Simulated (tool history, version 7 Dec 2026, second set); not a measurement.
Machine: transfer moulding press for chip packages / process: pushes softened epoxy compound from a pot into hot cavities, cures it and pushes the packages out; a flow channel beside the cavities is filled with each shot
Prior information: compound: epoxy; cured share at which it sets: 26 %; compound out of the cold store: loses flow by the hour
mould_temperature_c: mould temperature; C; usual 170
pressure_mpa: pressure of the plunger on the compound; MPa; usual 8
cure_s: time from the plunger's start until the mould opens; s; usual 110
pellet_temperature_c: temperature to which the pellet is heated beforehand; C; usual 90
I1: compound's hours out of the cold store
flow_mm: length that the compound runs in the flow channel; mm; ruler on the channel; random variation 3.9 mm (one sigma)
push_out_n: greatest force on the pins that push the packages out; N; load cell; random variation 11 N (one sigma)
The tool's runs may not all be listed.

{"run": 1, "day": 0.0, "mould_temperature_c": 170, "pressure_mpa": 8, "cure_s": 110, "pellet_temperature_c": 90, "I1": 26.6, "flow_mm": 898, "push_out_n": 767}
{"run": 2, "day": 0.692, "mould_temperature_c": 170, "pressure_mpa": 8, "cure_s": 110, "pellet_temperature_c": 90, "I1": 26.8, "flow_mm": 894, "push_out_n": 932}
{"run": 3, "day": 1.429, "mould_temperature_c": 170, "pressure_mpa": 8, "cure_s": 110, "pellet_temperature_c": 90, "I1": 23.6, "flow_mm": 914, "push_out_n": 997}
{"day": 1.667, "done": "cavities cleaned with cleaning compound and waxed"}
{"run": 4, "day": 1.954, "mould_temperature_c": 170, "pressure_mpa": 8, "cure_s": 110, "pellet_temperature_c": 90, "I1": 18.8, "flow_mm": 948, "push_out_n": 1234}
{"run": 5, "day": 2.475, "mould_temperature_c": 170, "pressure_mpa": 8, "cure_s": 110, "pellet_temperature_c": 90, "I1": 24, "flow_mm": 906, "push_out_n": 1234}
{"run": 6, "day": 3.312, "mould_temperature_c": 170, "pressure_mpa": 8, "cure_s": 110, "pellet_temperature_c": 83, "I1": 37.4, "flow_mm": 813, "push_out_n": 1150}
{"day": 3.812, "done": "mould's thermocouples calibrated"}
{"day": 4.067, "done": "cavities cleaned with cleaning compound and waxed"}
{"run": 7, "day": 4.258, "mould_temperature_c": 170, "pressure_mpa": 8, "cure_s": 110, "pellet_temperature_c": 83, "I1": 20.5, "flow_mm": 930, "push_out_n": 627}
{"day": 4.725, "done": "cavities cleaned with cleaning compound and waxed, once more"}
{"run": 8, "day": 4.792, "mould_temperature_c": 171, "pressure_mpa": 8, "cure_s": 110, "pellet_temperature_c": 83, "I1": 35.8, "flow_mm": 824, "push_out_n": 524}
{"run": 9, "day": 5.658, "mould_temperature_c": 165, "pressure_mpa": 8, "cure_s": 110, "pellet_temperature_c": 90, "I1": 16.8, "flow_mm": 949, "push_out_n": 1118}
{"run": 10, "day": 6.183, "mould_temperature_c": 170, "pressure_mpa": 8.58, "cure_s": 110, "pellet_temperature_c": 90, "I1": 44.3, "flow_mm": 788, "push_out_n": 957}
{"run": 11, "day": 6.696, "mould_temperature_c": 170, "pressure_mpa": 8, "cure_s": 110, "pellet_temperature_c": 98, "I1": 23.2, "flow_mm": 899, "push_out_n": 1003}
{"day": 7.079, "done": "cavities cleaned with cleaning compound and waxed"}
{"run": 12, "day": 7.258, "mould_temperature_c": 166, "pressure_mpa": 8, "cure_s": 110, "pellet_temperature_c": 98, "I1": 26.8, "flow_mm": 882, "push_out_n": 697}
{"run": 13, "day": 8.121, "mould_temperature_c": 170, "pressure_mpa": 8, "cure_s": 104, "pellet_temperature_c": 90, "I1": 33.8, "flow_mm": 822, "push_out_n": 925}
{"run": 14, "day": 8.908, "mould_temperature_c": 170, "pressure_mpa": 8, "cure_s": 93, "pellet_temperature_c": 90, "I1": 20, "flow_mm": 921, "push_out_n": 1441}
{"day": 9.412, "done": "cavities cleaned with cleaning compound and waxed"}
{"run": 15, "day": 9.862, "mould_temperature_c": 171, "pressure_mpa": 6.26, "cure_s": 93, "pellet_temperature_c": 83, "I1": 15.8, "flow_mm": 828, "push_out_n": 915}
{"day": 10.742, "done": "plunger's sealing rings changed"}
{"run": 16, "day": 10.825, "mould_temperature_c": 171, "pressure_mpa": 6.26, "cure_s": 93, "pellet_temperature_c": 83, "I1": 34.8, "flow_mm": 752, "push_out_n": 1178}
{"run": 17, "day": 11.6, "mould_temperature_c": 178, "pressure_mpa": 8, "cure_s": 117, "pellet_temperature_c": 90, "I1": 39.7, "flow_mm": 806, "push_out_n": 926}
{"day": 11.8, "done": "cavities cleaned with cleaning compound and waxed"}
{"run": 18, "day": 12.354, "mould_temperature_c": 170, "pressure_mpa": 6.07, "cure_s": 133, "pellet_temperature_c": 81, "I1": 37.3, "flow_mm": 719, "push_out_n": 666}
{"run": 19, "day": 13.171, "mould_temperature_c": 170, "pressure_mpa": 6.07, "cure_s": 140, "pellet_temperature_c": 81, "I1": 34.1, "flow_mm": 735, "push_out_n": 829}
{"run": 20, "day": 13.854, "mould_temperature_c": 176, "pressure_mpa": 8, "cure_s": 107, "pellet_temperature_c": 90, "I1": 8.4, "flow_mm": 1022, "push_out_n": 917}
{"day": 14.092, "done": "cavities cleaned with cleaning compound and waxed"}
{"run": 21, "day": 14.596, "mould_temperature_c": 170, "pressure_mpa": 8, "cure_s": 127, "pellet_temperature_c": 90, "I1": 10.8, "flow_mm": 1007, "push_out_n": 627}
{"run": 22, "day": 15.017, "mould_temperature_c": 171, "pressure_mpa": 8, "cure_s": 127, "pellet_temperature_c": 91, "I1": 23.1, "flow_mm": 918, "push_out_n": 735}
{"run": 23, "day": 15.854, "mould_temperature_c": 171, "pressure_mpa": 8, "cure_s": 127, "pellet_temperature_c": 91, "I1": 42.1, "flow_mm": 784, "push_out_n": 878}
{"day": 16.433, "done": "cavities cleaned with cleaning compound and waxed"}
{"run": 24, "day": 16.754, "mould_temperature_c": 164, "pressure_mpa": 8, "cure_s": 98, "pellet_temperature_c": 90, "I1": 23.1, "flow_mm": 920, "push_out_n": 1203}
{"run": 25, "day": 17.588, "mould_temperature_c": 170, "pressure_mpa": 8.53, "cure_s": 110, "pellet_temperature_c": 90, "I1": 22.8, "flow_mm": 932, "push_out_n": 916}
{"run": 26, "day": 17.954, "mould_temperature_c": 170, "pressure_mpa": 7.85, "cure_s": 105, "pellet_temperature_c": 98, "I1": 12.8, "flow_mm": 966, "push_out_n": 1088}
{"day": 18.712, "done": "cavities cleaned with cleaning compound and waxed"}
{"run": 27, "day": 18.712, "mould_temperature_c": 177, "pressure_mpa": 7.39, "cure_s": 102, "pellet_temperature_c": 83, "I1": 37.5, "flow_mm": 766, "push_out_n": 452}
{"run": 28, "day": 19.583, "mould_temperature_c": 177, "pressure_mpa": 7.39, "cure_s": 125, "pellet_temperature_c": 94, "I1": 20.1, "flow_mm": 879, "push_out_n": 715}

Below are 3 alternative next runs, each starting from the tool's condition after run 28. Predict each:
{"run": "A", "day": 20.262, "mould_temperature_c": 169, "pressure_mpa": 8, "cure_s": 146, "pellet_temperature_c": 93, "I1": 15.2, "flow_mm": "?", "push_out_n": "?"}
{"run": "B", "day": 20.262, "mould_temperature_c": 170, "pressure_mpa": 7.75, "cure_s": 110, "pellet_temperature_c": 90, "I1": 16.6, "flow_mm": "?", "push_out_n": "?"}
{"run": "C", "day": 20.262, "mould_temperature_c": 165, "pressure_mpa": 6.67, "cure_s": 110, "pellet_temperature_c": 80, "I1": 17.5, "flow_mm": "?", "push_out_n": "?"}

run=A flow_mm=956 push_out_n=847
run=B flow_mm=927 push_out_n=975
run=C flow_mm=856 push_out_n=1351
Without the tool's hidden state the same runs would have given:
run=A flow_mm=992 push_out_n=427
run=B flow_mm=962 push_out_n=496
run=C flow_mm=888 push_out_n=697
